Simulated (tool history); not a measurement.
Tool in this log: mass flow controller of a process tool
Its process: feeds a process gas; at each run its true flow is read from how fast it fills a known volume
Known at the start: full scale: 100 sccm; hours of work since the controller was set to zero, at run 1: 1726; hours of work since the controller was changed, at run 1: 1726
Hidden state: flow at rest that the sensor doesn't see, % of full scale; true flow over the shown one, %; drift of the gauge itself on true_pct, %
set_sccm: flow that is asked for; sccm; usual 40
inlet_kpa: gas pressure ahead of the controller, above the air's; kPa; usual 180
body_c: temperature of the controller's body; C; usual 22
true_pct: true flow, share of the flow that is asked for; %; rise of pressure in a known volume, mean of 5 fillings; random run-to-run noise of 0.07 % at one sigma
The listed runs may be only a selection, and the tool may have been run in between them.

run,hour,set_sccm,inlet_kpa,body_c,hours of work since the controller was set to zero,hours of work since the controller was changed,true_pct
1,0,40,180,22,1726,1726,98.52
2,61.3,40,180,22,1772,1772,98.62
3,119.3,40,163,22,1814,1814,98.58
4,194.3,40,163,22,1870,1870,98.5
5,230.3,40,163,22,1896,1896,98.57
6,290.5,40,163,22,1941,1941,98.5
7,350.3,40,163,22,1985,1985,98.61
8,408.9,40,180,22,2028,2028,98.75
9,454.7,40,180,26,2062,2062,99.25
10,517.2,40,180,22,2108,2108,98.8
11,589.5,40,180,22,2161,2161,98.77
12,643.1,29,180,22,2201,2201,98.61
13,675.4,29,180,22,2224,2224,98.75
14,732.1,29,144,22,2266,2266,98.62
15,789.7,29,144,22,2309,2309,98.57
16,844.7,96,180,22,2349,2349,99.9
17,887.6,96,180,22,2381,2381,100
18,926.4,96,180,22,2409,2409,99.91
19,993.1,96,180,20,2459,2459,99.89
20,1026.3,40,180,22,2483,2483,98.94
21,1094.5,40,180,22,2533,2533,99.02
22,1140,40,180,22,2567,2567,99.04
23,1205.7,13,180,22,2615,2615,98.63
24,1251.1,13,180,22,2649,2649,98.6
25,1318.3,11,157,21,2698,2698,98.5
26,1365.8,18,165,24,2733,2733,98.88
27,1436,18,165,24,2785,2785,98.84
28,1470.6,18,165,24,2811,2811,98.98
29,1520.2,70,232,33,2847,2847,101.18
30,1557.4,70,232,33,2875,2875,101.16
31,1630.3,14,232,35,2929,2929,100.4
32,1689.2,16,180,22,2972,2972,98.9
33,1741.6,40,161,29,3011,3011,100.04
34,1814.3,40,161,29,3064,3064,100.21
35,1873.2,40,161,29,3108,3108,100.06
36,1919,11,180,31,3141,3141,99.9
37,1971.7,11,180,31,3180,3180,99.9
# hour 2010.8: gauge calibrated
38,2016,11,180,31,3213,3213,98.92
39,2076.6,11,180,31,3258,3258,98.91
40,2145.9,11,180,31,3309,3309,98.98
41,2205.7,61,180,37,3353,3353,100.69
42,2259.4,61,180,37,3392,3392,100.75
43,2294.4,44,180,24,3418,3418,98.85
44,2337.4,44,157,28,3450,3450,99.23
45,2378.2,40,180,35,3480,3480,100.01
46,2416.4,40,168,32,3508,3508,99.8
47,2472.1,10,174,40,3549,3549,100.1

Branching from run 47: 5 alternative next runs. What would each branch give?
A,2510.5,12,231,28,3578,3578,?
B,2510.5,40,222,22,3578,3578,?
C,2510.5,39,226,39,3578,3578,?
D,2510.5,10,174,21,3578,3578,?
E,2510.5,10,150,40,3578,3578,?

run,true_pct
A,99.17
B,98.84
C,100.79
D,98.13
E,99.97
Stripped of hidden state, with their random variation kept, the same runs would have yielded:
run,true_pct
A,98.96
B,98.61
C,100.56
D,97.92
E,99.75

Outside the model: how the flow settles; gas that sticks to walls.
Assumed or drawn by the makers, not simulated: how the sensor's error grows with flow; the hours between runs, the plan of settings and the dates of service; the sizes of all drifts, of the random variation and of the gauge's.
